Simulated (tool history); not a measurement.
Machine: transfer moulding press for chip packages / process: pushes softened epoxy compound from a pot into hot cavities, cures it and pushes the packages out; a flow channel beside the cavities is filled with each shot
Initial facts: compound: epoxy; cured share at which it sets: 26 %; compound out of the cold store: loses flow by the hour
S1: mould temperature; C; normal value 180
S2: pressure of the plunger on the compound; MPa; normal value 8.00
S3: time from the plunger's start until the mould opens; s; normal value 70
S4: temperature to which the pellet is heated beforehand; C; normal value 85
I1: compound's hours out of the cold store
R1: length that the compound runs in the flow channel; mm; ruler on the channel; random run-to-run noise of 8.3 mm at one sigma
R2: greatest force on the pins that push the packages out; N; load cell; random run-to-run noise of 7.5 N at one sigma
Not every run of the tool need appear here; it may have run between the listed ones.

Run 1, hour 0.0: usual settings; I1 41.3. Result: R1 959 mm, R2 308 N.
Run 2, hour 19.0: usual settings but S4 77 C; I1 46.2. Result: R1 917 mm, R2 321 N.
At hour 35.8: cavities cleaned with cleaning compound and waxed.
Run 3, hour 37.4: usual settings but S4 82 C; I1 33.6. Result: R1 948 mm, R2 323 N.
Run 4, hour 52.6: usual settings but S4 82 C; I1 9.3. Result: R1 1018 mm, R2 345 N.
Run 5, hour 72.0: usual settings but S4 90 C; I1 12.2. Result: R1 1014 mm, R2 321 N.
At hour 83.3: cavities cleaned with cleaning compound and waxed.
Run 6, hour 91.7: usual settings; I1 44.8. Result: R1 930 mm, R2 305 N.
Run 7, hour 111.1: usual settings; I1 31.3. Result: R1 975 mm, R2 322 N.
At hour 117.5: plunger's sealing rings changed.
Run 8, hour 126.5: usual settings but S2 9.75 MPa; I1 16.1. Result: R1 1116 mm, R2 338 N.
At hour 134.0: cavities cleaned with cleaning compound and waxed.
Run 9, hour 143.8: usual settings but S2 9.75 MPa; I1 42.0. Result: R1 1036 mm, R2 321 N.
Run 10, hour 160.4: usual settings but S2 9.75 MPa; I1 32.6. Result: R1 1071 mm, R2 314 N.
Run 11, hour 172.8: usual settings but S2 9.75 MPa; I1 14.7. Result: R1 1119 mm, R2 318 N.
At hour 181.2: cavities cleaned with cleaning compound and waxed.
Run 12, hour 188.0: usual settings but S2 9.75 MPa; I1 18.8. Result: R1 1106 mm, R2 323 N.
Run 13, hour 209.3: usual settings but S2 9.75 MPa; I1 29.0. Result: R1 1087 mm, R2 322 N.
At hour 228.5: cavities cleaned with cleaning compound and waxed.
Run 14, hour 228.5: usual settings but S2 9.75 MPa, S4 78 C; I1 20.0. Result: R1 1103 mm, R2 342 N.
Run 15, hour 239.7: usual settings but S2 9.75 MPa, S4 78 C; I1 47.0. Result: R1 1017 mm, R2 322 N.
Run 16, hour 258.9: usual settings but S2 8.85 MPa, S4 91 C; I1 15.6. Result: R1 1060 mm, R2 324 N.
Run 17, hour 270.0: usual settings but S2 8.85 MPa, S4 91 C; I1 47.9. Result: R1 969 mm, R2 296 N.
At hour 275.6: cavities cleaned with cleaning compound and waxed.
Run 18, hour 294.3: usual settings but S2 8.85 MPa, S4 91 C; I1 46.5. Result: R1 989 mm, R2 291 N.
Run 19, hour 314.7: usual settings but S1 178 C, S2 6.25 MPa, S3 50 s, S4 78 C; I1 15.4. Result: R1 909 mm, R2 808 N.
At hour 323.8: cavities cleaned with cleaning compound and waxed.
Run 20, hour 332.2: usual settings but S1 177 C; I1 46.0. Result: R1 933 mm, R2 378 N.
Run 21, hour 352.5: usual settings but S1 181 C, S3 50 s; I1 22.1. Result: R1 985 mm, R2 713 N.
At hour 370.7: cavities cleaned with cleaning compound and waxed.
At hour 374.7: mould's thermocouples calibrated.
Run 22, hour 379.7: usual settings but S1 181 C, S3 83 s; I1 17.0. Result: R1 997 mm, R2 210 N.
Run 23, hour 389.5: usual settings but S3 64 s, S4 82 C; I1 23.5. Result: R1 985 mm, R2 431 N.
Run 24, hour 400.9: usual settings but S4 81 C; I1 42.0. Result: R1 920 mm, R2 310 N.
At hour 413.2: plunger's sealing rings changed.
At hour 422.8: cavities cleaned with cleaning compound and waxed.
Run 25, hour 422.8: usual settings but S2 9.39 MPa, S4 77 C; I1 43.7. Result: R1 1006 mm, R2 331 N.
Run 26, hour 444.5: usual settings but S2 8.12 MPa, S3 72 s, S4 76 C; I1 44.9. Result: R1 935 mm, R2 296 N.
At hour 469.9: cavities cleaned with cleaning compound and waxed.
Run 27, hour 469.9: usual settings but S1 175 C, S2 8.53 MPa, S3 59 s, S4 87 C; I1 10.3. Result: R1 1072 mm, R2 694 N.
Run 28, hour 489.8: usual settings but S1 174 C, S2 8.53 MPa, S3 59 s, S4 90 C; I1 16.1. Result: R1 1065 mm, R2 703 N.

Each row is a separate what-if for the run after 28, all from the same tool condition, not one after another. Results?
Run A, hour 502.8: usual settings but S2 6.00 MPa; I1 47.8. Result: R1 ?, R2 ?.
Run B, hour 502.8: usual settings but S1 178 C; I1 16.8. Result: R1 ?, R2 ?.
Run C, hour 502.8: usual settings but S1 174 C, S2 9.37 MPa, S3 68 s, S4 78 C; I1 38.4. Result: R1 ?, R2 ?.
Run D, hour 502.8: usual settings but S1 174 C, S2 7.15 MPa, S3 66 s, S4 86 C; I1 34.0. Result: R1 ?, R2 ?.

run    R1   R2
  A   790  316
  B  1014  386
  C  1056  540
  D   936  558
Without the tool's hidden state the same runs would have given:
run    R1   R2
  A   791  314
  B  1015  384
  C  1057  536
  D   937  555
